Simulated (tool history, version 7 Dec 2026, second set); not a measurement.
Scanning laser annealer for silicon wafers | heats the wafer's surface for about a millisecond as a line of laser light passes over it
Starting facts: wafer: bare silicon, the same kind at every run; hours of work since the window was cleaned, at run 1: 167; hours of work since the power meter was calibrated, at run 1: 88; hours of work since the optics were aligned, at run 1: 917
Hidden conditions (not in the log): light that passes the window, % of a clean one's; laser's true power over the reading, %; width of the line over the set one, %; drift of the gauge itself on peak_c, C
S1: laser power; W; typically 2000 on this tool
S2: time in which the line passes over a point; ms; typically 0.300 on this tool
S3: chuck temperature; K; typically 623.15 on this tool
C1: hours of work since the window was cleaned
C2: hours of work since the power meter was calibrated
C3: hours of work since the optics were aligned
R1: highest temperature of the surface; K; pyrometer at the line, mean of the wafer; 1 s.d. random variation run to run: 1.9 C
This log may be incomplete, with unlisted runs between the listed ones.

run 1 day=0.000 | S1=2000 S2=0.300 S3=623.15 | C1=167 C2=88 C3=917 | R1=1366.15
run 2 day=0.500 | S1=2183 S2=0.300 S3=623.15 | C1=175 C2=96 C3=925 | R1=1443.15
run 3 day=0.971 | S1=2000 S2=0.236 S3=623.15 | C1=183 C2=104 C3=933 | R1=1284.15
run 4 day=1.400 | S1=2000 S2=0.300 S3=623.15 | C1=190 C2=111 C3=940 | R1=1363.15
run 5 day=1.883 | S1=2000 S2=0.300 S3=623.15 | C1=198 C2=119 C3=948 | R1=1364.15
run 6 day=2.200 | S1=2000 S2=0.351 S3=623.15 | C1=203 C2=124 C3=953 | R1=1424.15
run 7 day=2.421 | S1=2000 S2=0.351 S3=623.15 | C1=206 C2=128 C3=956 | R1=1419.15
run 8 day=2.788 | S1=2000 S2=0.351 S3=623.15 | C1=212 C2=134 C3=962 | R1=1419.15
-- day=3.021 optics aligned, line set to its width
run 9 day=3.488 | S1=2000 S2=0.336 S3=598.15 | C1=220 C2=142 C3=8 | R1=1372.15
run 10 day=3.975 | S1=2000 S2=0.363 S3=613.15 | C1=228 C2=150 C3=16 | R1=1418.15
run 11 day=4.346 | S1=1756 S2=0.265 S3=623.15 | C1=234 C2=156 C3=22 | R1=1218.15
run 12 day=4.867 | S1=1803 S2=0.306 S3=623.15 | C1=243 C2=165 C3=30 | R1=1278.15
-- day=5.438 optics aligned, line set to its width, once more
run 13 day=5.467 | S1=1726 S2=0.279 S3=606.15 | C1=249 C2=171 C3=1 | R1=1212.15
run 14 day=5.750 | S1=1894 S2=0.283 S3=590.15 | C1=254 C2=176 C3=5 | R1=1266.15

Forecast each of these 5 alternatives for the next run:
run A day=6.217 | S1=1897 S2=0.227 S3=657.15 | C1=262 C2=183 C3=13 | R1=?
run B day=6.217 | S1=2108 S2=0.300 S3=636.15 | C1=262 C2=183 C3=13 | R1=?
run C day=6.217 | S1=2000 S2=0.300 S3=653.15 | C1=262 C2=183 C3=13 | R1=?
run D day=6.217 | S1=1814 S2=0.368 S3=632.15 | C1=262 C2=183 C3=13 | R1=?
run E day=6.217 | S1=2055 S2=0.346 S3=634.15 | C1=262 C2=183 C3=13 | R1=?

run=A R1=1269.15
run=B R1=1422.15
run=C R1=1390.15
run=D R1=1365.15
run=E R1=1452.15
What these runs would have given with no unlogged condition in the tool:
run=A R1=1282.15
run=B R1=1439.15
run=C R1=1406.15
run=D R1=1380.15
run=E R1=1470.15
